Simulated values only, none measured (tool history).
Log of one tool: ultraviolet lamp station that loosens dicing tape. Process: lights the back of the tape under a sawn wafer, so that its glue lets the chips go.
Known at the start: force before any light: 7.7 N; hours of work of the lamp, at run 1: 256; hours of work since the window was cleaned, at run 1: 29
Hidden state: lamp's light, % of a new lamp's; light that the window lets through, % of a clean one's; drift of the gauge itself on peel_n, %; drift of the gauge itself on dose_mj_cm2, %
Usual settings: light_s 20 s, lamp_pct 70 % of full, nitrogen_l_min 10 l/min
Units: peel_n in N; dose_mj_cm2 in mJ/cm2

| run | hour | light_s | lamp_pct | nitrogen_l_min | hours of work of the lamp | hours of work since the window was cleaned | peel_n | dose_mj_cm2 |
|---|---|---|---|---|---|---|---|---|
| 1 | 0.0 | 20 | 70 | 10 | 256 | 29 | 0.345 | 260 |
| 2 | 36.5 | 20 | 70 | 10 | 283 | 56 | 0.354 | 258 |
| 3 | 70.9 | 20 | 70 | 10 | 309 | 82 | 0.345 | 251 |
| 4 | 112.3 | 20 | 70 | 10 | 340 | 113 | 0.366 | 256 |
| 5 | 133.8 | 20 | 70 | 10 | 356 | 129 | 0.381 | 251 |
| 6 | 155.4 | 20 | 70 | 10 | 372 | 145 | 0.371 | 252 |
| 7 | 179.2 | 20 | 86 | 10 | 390 | 163 | 0.231 | 310 |
| 8 | 219.5 | 20 | 86 | 10 | 420 | 193 | 0.244 | 301 |
| 9 | 249.9 | 20 | 70 | 10 | 442 | 216 | 0.389 | 245 |
| 10 | 277.1 | 20 | 70 | 10 | 463 | 236 | 0.391 | 244 |
| 11 | 307.1 | 20 | 70 | 10 | 485 | 258 | 0.423 | 243 |
| 12 | 332.4 | 20 | 70 | 10 | 504 | 277 | 0.413 | 234 |
|  | 334.8 | window cleaned of glue's vapour |
| 13 | 355.3 | 20 | 70 | 10 | 521 | 15 | 0.450 | 230 |
| 14 | 398.9 | 20 | 70 | 10 | 553 | 48 | 0.459 | 233 |
|  | 425.3 | window cleaned of glue's vapour, once more |
| 15 | 433.9 | 20 | 88 | 10 | 579 | 6 | 0.214 | 316 |
| 16 | 458.6 | 20 | 70 | 10 | 597 | 25 | 0.373 | 251 |
| 17 | 497.5 | 35 | 70 | 10 | 626 | 54 | 0.110 | 432 |
| 18 | 526.3 | 35 | 70 | 10 | 648 | 75 | 0.120 | 428 |
| 19 | 561.3 | 11 | 70 | 10 | 674 | 101 | 1.407 | 133 |
| 20 | 587.3 | 20 | 70 | 10 | 693 | 121 | 0.404 | 238 |
| 21 | 615.2 | 20 | 70 | 10 | 714 | 142 | 0.405 | 237 |
| 22 | 637.2 | 38 | 70 | 10 | 731 | 158 | 0.104 | 454 |
| 23 | 667.7 | 22 | 66 | 8 | 753 | 181 | 0.451 | 247 |
| 24 | 701.0 | 22 | 66 | 8 | 778 | 206 | 0.469 | 243 |
| 25 | 740.2 | 25 | 70 | 11 | 807 | 235 | 0.247 | 282 |
| 26 | 774.1 | 20 | 62 | 13 | 833 | 260 | 0.520 | 206 |
| 27 | 796.8 | 16 | 77 | 5 | 850 | 277 | 0.966 | 204 |
| 28 | 824.0 | 38 | 78 | 17 | 870 | 297 | 0.105 | 478 |
| 29 | 854.7 | 13 | 63 | 7 | 893 | 320 | 1.594 | 131 |
|  | 885.4 | window cleaned of glue's vapour |
| 30 | 888.5 | 13 | 63 | 7 | 918 | 2 | 1.562 | 139 |
| 31 | 922.1 | 10 | 62 | 7 | 943 | 27 | 2.307 | 107 |
| 32 | 947.3 | 10 | 87 | 7 | 962 | 46 | 1.430 | 148 |
| 33 | 966.3 | 32 | 66 | 7 | 976 | 60 | 0.203 | 353 |
| 34 | 996.1 | 32 | 66 | 7 | 998 | 83 | 0.207 | 354 |
| 35 | 1032.9 | 20 | 93 | 10 | 1025 | 110 | 0.228 | 308 |
| 36 | 1077.9 | 19 | 74 | 17 | 1059 | 144 | 0.340 | 231 |
| 37 | 1122.2 | 19 | 84 | 17 | 1092 | 177 | 0.263 | 259 |
| 38 | 1154.8 | 19 | 84 | 17 | 1116 | 201 | 0.266 | 251 |
| 39 | 1191.6 | 19 | 84 | 17 | 1144 | 228 | 0.287 | 251 |
| 40 | 1223.2 | 19 | 84 | 17 | 1167 | 252 | 0.271 | 254 |
| 41 | 1251.1 | 19 | 84 | 17 | 1188 | 273 | 0.288 | 248 |
| 42 | 1292.8 | 19 | 84 | 17 | 1219 | 304 | 0.283 | 252 |

Forecast each of these 3 alternatives for the next run:
| A | 1311.2 | 17 | 79 | 17 | 1233 | 318 | ? | ? |
| B | 1311.2 | 20 | 68 | 10 | 1233 | 318 | ? | ? |
| C | 1311.2 | 13 | 71 | 10 | 1233 | 318 | ? | ? |

| run | peel_n | dose_mj_cm2 |
|---|---|---|
| A | 0.460 | 212 |
| B | 0.595 | 209 |
| C | 1.273 | 144 |
Without the tool's hidden state the same runs would have given:
| run | peel_n | dose_mj_cm2 |
|---|---|---|
| A | 0.260 | 266 |
| B | 0.338 | 264 |
| C | 0.816 | 182 |

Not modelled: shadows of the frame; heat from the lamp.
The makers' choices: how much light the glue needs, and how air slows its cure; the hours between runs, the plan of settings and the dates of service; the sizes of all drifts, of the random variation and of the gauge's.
